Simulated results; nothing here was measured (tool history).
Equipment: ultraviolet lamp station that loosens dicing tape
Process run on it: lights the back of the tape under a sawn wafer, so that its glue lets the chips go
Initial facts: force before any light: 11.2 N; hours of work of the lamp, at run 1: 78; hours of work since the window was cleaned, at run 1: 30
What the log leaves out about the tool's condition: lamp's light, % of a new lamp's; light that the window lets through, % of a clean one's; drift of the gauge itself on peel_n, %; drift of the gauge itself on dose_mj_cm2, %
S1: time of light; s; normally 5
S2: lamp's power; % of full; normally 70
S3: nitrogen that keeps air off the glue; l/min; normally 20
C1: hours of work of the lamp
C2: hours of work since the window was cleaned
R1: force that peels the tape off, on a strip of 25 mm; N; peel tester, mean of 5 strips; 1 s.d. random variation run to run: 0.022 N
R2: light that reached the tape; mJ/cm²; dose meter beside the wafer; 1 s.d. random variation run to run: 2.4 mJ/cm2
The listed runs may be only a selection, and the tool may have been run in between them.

run  hour  S1  S2  S3   C1  C2     R1   R2
  1   0.0   5  70  20   78  30  1.107  278
  2   9.6   5  70  20   83  36  1.090  272
  3  16.3   5  70  20   87  40  1.095  276
  4  24.4   5  70  20   91  44  1.077  280
  5  34.2   5  67  20   97  50  1.216  264
  6  42.6   5  67  20  102  55  1.199  267
  7  49.6   5  67  20  106  58  1.242  260
  8  54.2   5  67  20  108  61  1.183  259

Expected results for the next run?
  9  64.7   8  85  14  114  67   ?   ?

Run 9 gave R1 0.275 N, R2 538 mJ/cm².
Were there no unlogged condition in the tool, this run, its random variation unchanged, would have produced R1 0.274 N, R2 538 mJ/cm².
